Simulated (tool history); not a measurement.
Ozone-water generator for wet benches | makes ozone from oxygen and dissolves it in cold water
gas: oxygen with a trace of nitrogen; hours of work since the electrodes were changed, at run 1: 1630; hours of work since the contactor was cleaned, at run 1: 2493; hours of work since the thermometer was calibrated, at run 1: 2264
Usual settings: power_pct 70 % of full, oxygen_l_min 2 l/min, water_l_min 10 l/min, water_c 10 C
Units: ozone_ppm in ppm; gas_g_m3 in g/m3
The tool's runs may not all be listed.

run,day,power_pct,oxygen_l_min,water_l_min,water_c,hours of work since the electrodes were changed,hours of work since the contactor was cleaned,hours of work since the thermometer was calibrated,ozone_ppm,gas_g_m3
1,0,70,2,10,10,1630,2493,2264,22,201.9
2,3.988,70,2,10,10,1690,2553,2324,22.1,202.6
3,6.017,70,2,10,5,1720,2584,2354,23.4,203.3
4,8.762,70,2,10,10,1762,2625,2396,22.4,199.7
5,10.388,70,2,10,10,1786,2650,2420,22.2,202.4
6,12.1,70,2,10,10,1812,2675,2446,22.6,202.2
7,14.742,70,2,10,10,1852,2715,2486,22.3,201.3
# day 17.471: contactor cleaned
8,18.821,61,2,10,10,1911,20,2545,20.5,182
9,22.304,61,2,10,10,1963,73,2597,20.6,181.9
10,25.862,42,2,10,10,2017,126,2651,15.8,139.5
11,29.208,42,2,10,10,2067,177,2701,15.5,138.8
12,31.854,42,2,10,10,2107,217,2741,15.4,139.2
13,34.517,70,1.17,10,10,2147,257,2781,21.4,283.9
14,37.608,70,1.17,10,10,2194,303,2828,21.4,280.3
# day 40.383: gauge calibrated
15,40.892,64,1.17,10,10,2243,353,2877,20.2,270.4
16,44.779,64,1.17,10,10,2302,411,2936,20.4,269.2
17,48.179,64,1.17,10,10,2353,463,2987,20.3,269.9
18,50.717,70,1.13,9,10,2391,501,3026,23.8,295.6
19,54.642,73,2.79,11,10,2451,560,3085,21,165.7
20,58.521,73,2.79,11,10,2509,619,3143,21.5,167.6
21,62.512,82,2.79,6,10,2569,679,3203,34.8,176.8
22,64.196,54,2,10,10,2594,704,3229,18.6,167.1
23,66.612,70,2,10,10,2631,740,3265,22.2,196.9
24,70.654,70,2,10,10,2692,801,3326,22,199.6
25,74.321,70,2,10,10,2747,857,3381,22.4,200
26,76.792,65,2,10,13,2784,894,3418,20.5,188.4
27,80.321,70,2.63,10,10,2837,947,3472,22.3,163.2
28,83.112,70,2,10,7,2880,989,3514,23.2,197.1
29,85.858,64,1.45,14,6,2921,1030,3555,15.4,228.1
30,88.808,64,1.45,14,6,2965,1075,3600,15.1,227.7
31,91.546,64,1.45,14,6,3007,1116,3641,15.3,227.6
32,95.233,61,2.92,14,11,3062,1172,3696,14.7,138.2

Hidden state or all else? Some run-to-run changes of gas_g_m3, split into what the settings, what came in and random variation would give without the hidden state, and what is left for the hidden state (with any gauge scatter that isn't in both results):
The hidden state here: yield of the discharge, % of new electrodes'; contactor's efficiency, % of a clean one's; true water temperature over the reading, C; drift of the gauge itself on ozone_ppm, %; drift of the gauge itself on gas_g_m3, %.
Run 12 -> 13: power_pct 42 -> 70, oxygen_l_min 2 -> 1.17. gas_g_m3 +144.7 g/m3: hidden state -4.1, all else +148.8.
Run 14 -> 15: power_pct 70 -> 64, gauge calibrated. gas_g_m3 -9.9 g/m3: hidden state +7.5, all else -17.4.
Run 18 -> 19: power_pct 70 -> 73, oxygen_l_min 1.13 -> 2.79, water_l_min 9 -> 11. gas_g_m3 -129.9 g/m3: hidden state +0.6, all else -130.5.
Run 31 -> 32: power_pct 64 -> 61, oxygen_l_min 1.45 -> 2.92, water_c 6 -> 11. gas_g_m3 -89.4 g/m3: hidden state +3, all else -92.4.

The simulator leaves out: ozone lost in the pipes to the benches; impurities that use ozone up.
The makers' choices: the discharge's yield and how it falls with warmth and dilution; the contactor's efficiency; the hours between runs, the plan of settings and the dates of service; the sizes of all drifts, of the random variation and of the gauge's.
